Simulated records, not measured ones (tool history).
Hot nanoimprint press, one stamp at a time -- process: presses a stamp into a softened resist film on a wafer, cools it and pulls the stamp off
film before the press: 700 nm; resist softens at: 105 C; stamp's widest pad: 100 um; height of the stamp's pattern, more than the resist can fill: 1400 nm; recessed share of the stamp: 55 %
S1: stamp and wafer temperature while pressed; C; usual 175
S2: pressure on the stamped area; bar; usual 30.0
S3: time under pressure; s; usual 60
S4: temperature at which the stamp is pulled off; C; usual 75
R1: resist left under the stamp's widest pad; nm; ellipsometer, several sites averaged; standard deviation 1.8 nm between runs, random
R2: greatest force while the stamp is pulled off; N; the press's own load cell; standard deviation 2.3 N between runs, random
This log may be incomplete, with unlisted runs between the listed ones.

run	day	S1	S2	S3	S4	R1	R2
1	0.000	175	30.0	60	75	420.7	119
# day 0.438: plate thermocouple calibrated
2	0.538	175	30.0	56	75	432.0	120
3	1.129	175	30.0	56	75	433.0	118
4	1.683	175	30.0	119	75	333.1	120
5	2.171	175	30.0	56	75	432.6	124
6	2.633	175	30.0	56	75	435.0	127
# day 2.850: plate thermocouple calibrated, once more
7	3.392	175	30.0	57	75	417.1	122
8	3.700	175	30.0	57	75	414.4	119
9	4.292	175	30.0	57	75	417.5	121
10	4.596	175	30.0	57	75	415.8	126
11	4.992	175	23.1	60	75	445.3	124
12	5.438	169	37.0	105	76	386.6	120
13	6.029	169	37.0	105	74	387.2	127
14	6.579	177	30.0	56	75	397.6	126
15	6.858	167	30.1	70	66	497.7	137
16	7.471	175	23.7	60	66	441.4	142
17	7.988	175	30.0	76	75	379.1	127
18	8.454	175	30.0	38	75	472.6	125
19	8.829	175	30.0	76	75	378.8	131
20	9.283	175	30.0	76	75	382.4	131
21	9.717	175	41.3	76	75	338.1	133

4 options for the next run, each taken on its own from the tool as it stands now. Forecast them:
A	10.304	175	30.0	60	70	?	?
B	10.304	173	21.6	76	75	?	?
C	10.304	180	37.1	43	75	?	?
D	10.304	175	35.5	63	63	?	?

run	R1	R2
A	414.2	139
B	451.8	135
C	366.8	128
D	381.8	151
With the hidden condition removed and each run's random variation left untouched, the same runs would have given:
run	R1	R2
A	406.7	111
B	444.6	108
C	359.5	103
D	374.1	121
